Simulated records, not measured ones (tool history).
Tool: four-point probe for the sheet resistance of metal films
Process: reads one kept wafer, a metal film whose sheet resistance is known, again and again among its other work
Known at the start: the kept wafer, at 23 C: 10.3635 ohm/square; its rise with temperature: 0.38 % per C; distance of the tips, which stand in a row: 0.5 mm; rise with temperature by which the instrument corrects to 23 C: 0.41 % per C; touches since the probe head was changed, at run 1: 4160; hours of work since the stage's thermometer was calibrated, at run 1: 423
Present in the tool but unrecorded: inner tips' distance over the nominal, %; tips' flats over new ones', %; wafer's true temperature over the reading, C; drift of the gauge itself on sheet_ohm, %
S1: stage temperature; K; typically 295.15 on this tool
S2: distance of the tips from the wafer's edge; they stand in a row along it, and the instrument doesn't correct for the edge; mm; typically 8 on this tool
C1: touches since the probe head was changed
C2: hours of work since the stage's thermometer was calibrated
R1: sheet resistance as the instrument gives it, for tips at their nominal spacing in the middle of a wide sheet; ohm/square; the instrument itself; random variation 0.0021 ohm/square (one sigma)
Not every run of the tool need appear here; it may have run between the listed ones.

run 1 hour=0 | S1=295.15 S2=8 | C1=4160 C2=423 | R1=10.360468
run 2 hour=13.7 | S1=295.15 S2=8 | C1=4384 C2=432 | R1=10.363418
run 3 hour=29.6 | S1=304.15 S2=8 | C1=4643 C2=443 | R1=10.340222
run 4 hour=39.5 | S1=304.15 S2=26 | C1=4804 C2=450 | R1=10.317703
run 5 hour=48.3 | S1=295.15 S2=8 | C1=4947 C2=456 | R1=10.365207
run 6 hour=65 | S1=295.15 S2=8 | C1=5219 C2=467 | R1=10.366039
run 7 hour=76.7 | S1=295.15 S2=8 | C1=5410 C2=475 | R1=10.364379
run 8 hour=89.4 | S1=295.15 S2=8 | C1=5616 C2=483 | R1=10.364285
run 9 hour=103.5 | S1=295.15 S2=8 | C1=5846 C2=493 | R1=10.361635
run 10 hour=111.1 | S1=295.15 S2=8 | C1=5970 C2=498 | R1=10.36305
run 11 hour=124.1 | S1=295.15 S2=8 | C1=6182 C2=507 | R1=10.364537
run 12 hour=138.1 | S1=295.15 S2=8 | C1=6410 C2=516 | R1=10.364285
run 13 hour=150.5 | S1=295.15 S2=8 | C1=6612 C2=524 | R1=10.362424
run 14 hour=158.7 | S1=307.15 S2=8 | C1=6746 C2=530 | R1=10.329708
run 15 hour=167.6 | S1=307.15 S2=8 | C1=6891 C2=536 | R1=10.331379
run 16 hour=174.6 | S1=295.15 S2=8 | C1=7005 C2=540 | R1=10.35922
run 17 hour=186.2 | S1=295.15 S2=8 | C1=7193 C2=548 | R1=10.365619
run 18 hour=198.9 | S1=294.15 S2=8 | C1=7400 C2=557 | R1=10.368435
run 19 hour=213.4 | S1=294.15 S2=8 | C1=7637 C2=567 | R1=10.363417
run 20 hour=222.4 | S1=294.15 S2=8 | C1=7783 C2=573 | R1=10.365964
run 21 hour=234.3 | S1=295.15 S2=5 | C1=7978 C2=581 | R1=10.400331
run 22 hour=249.1 | S1=295.15 S2=5 | C1=8218 C2=590 | R1=10.395492
run 23 hour=256.7 | S1=295.15 S2=57 | C1=8342 C2=596 | R1=10.341979
run 24 hour=266.6 | S1=295.15 S2=65 | C1=8504 C2=602 | R1=10.343199
run 25 hour=276.9 | S1=299.15 S2=24 | C1=8672 C2=609 | R1=10.33147
run 26 hour=285 | S1=307.15 S2=3 | C1=8804 C2=615 | R1=10.462272
run 27 hour=292 | S1=293.15 S2=15 | C1=8918 C2=619 | R1=10.356787
run 28 hour=301.4 | S1=308.15 S2=4 | C1=9070 C2=626 | R1=10.394215
run 29 hour=308.9 | S1=308.15 S2=4 | C1=9192 C2=631 | R1=10.391818
run 30 hour=323.2 | S1=308.15 S2=4 | C1=9425 C2=640 | R1=10.393317
run 31 hour=335.3 | S1=304.15 S2=3 | C1=9623 C2=648 | R1=10.465403
run 32 hour=342.5 | S1=304.15 S2=3 | C1=9740 C2=653 | R1=10.469675
run 33 hour=356.8 | S1=295.15 S2=6 | C1=9973 C2=663 | R1=10.382048
run 34 hour=365.1 | S1=297.15 S2=4 | C1=10108 C2=668 | R1=10.424696
run 35 hour=377.5 | S1=294.15 S2=36 | C1=10310 C2=677 | R1=10.344908
run 36 hour=390.2 | S1=295.15 S2=7 | C1=10517 C2=685 | R1=10.37155
run 37 hour=399.2 | S1=303.15 S2=26 | C1=10664 C2=691 | R1=10.323168
run 38 hour=412.7 | S1=303.15 S2=26 | C1=10885 C2=700 | R1=10.318139
run 39 hour=427.6 | S1=303.15 S2=26 | C1=11127 C2=710 | R1=10.320544
run 40 hour=442.1 | S1=303.15 S2=26 | C1=11362 C2=720 | R1=10.319553
run 41 hour=454.8 | S1=296.15 S2=4 | C1=11570 C2=729 | R1=10.422131
run 42 hour=462 | S1=300.15 S2=16 | C1=11687 C2=733 | R1=10.328694
run 43 hour=479.1 | S1=294.15 S2=8 | C1=11965 C2=745 | R1=10.368569
run 44 hour=491.7 | S1=294.15 S2=8 | C1=12171 C2=753 | R1=10.367394
run 45 hour=499.8 | S1=299.15 S2=3 | C1=12302 C2=759 | R1=10.483791

Measured result minus the same run's result without the hidden state. Both carry the same run-to-run variation, though not necessarily the same gauge scatter:
run=1 R1=-0.025114
run=2 R1=-0.02508
run=3 R1=-0.025107
run=4 R1=-0.025026
run=5 R1=-0.02499
run=6 R1=-0.024945
run=7 R1=-0.024907
run=8 R1=-0.024865
run=9 R1=-0.024826
run=10 R1=-0.024814
run=11 R1=-0.024785
run=12 R1=-0.024748
run=13 R1=-0.024714
run=14 R1=-0.024807
run=15 R1=-0.024787
run=16 R1=-0.024645
run=17 R1=-0.024621
run=18 R1=-0.02457
run=19 R1=-0.024524
run=20 R1=-0.024505
run=21 R1=-0.024563
run=22 R1=-0.024502
run=23 R1=-0.024358
run=24 R1=-0.024341
run=25 R1=-0.024362
run=26 R1=-0.024778
run=27 R1=-0.024249
run=28 R1=-0.024607
run=29 R1=-0.024583
run=30 R1=-0.024558
run=31 R1=-0.024599
run=32 R1=-0.024598
run=33 R1=-0.024175
run=34 R1=-0.02429
run=35 R1=-0.024024
run=36 R1=-0.024077
run=37 R1=-0.024136
run=38 R1=-0.024072
run=39 R1=-0.024032
run=40 R1=-0.023998
run=41 R1=-0.024002
run=42 R1=-0.023887
run=43 R1=-0.023768
run=44 R1=-0.023732
run=45 R1=-0.024089
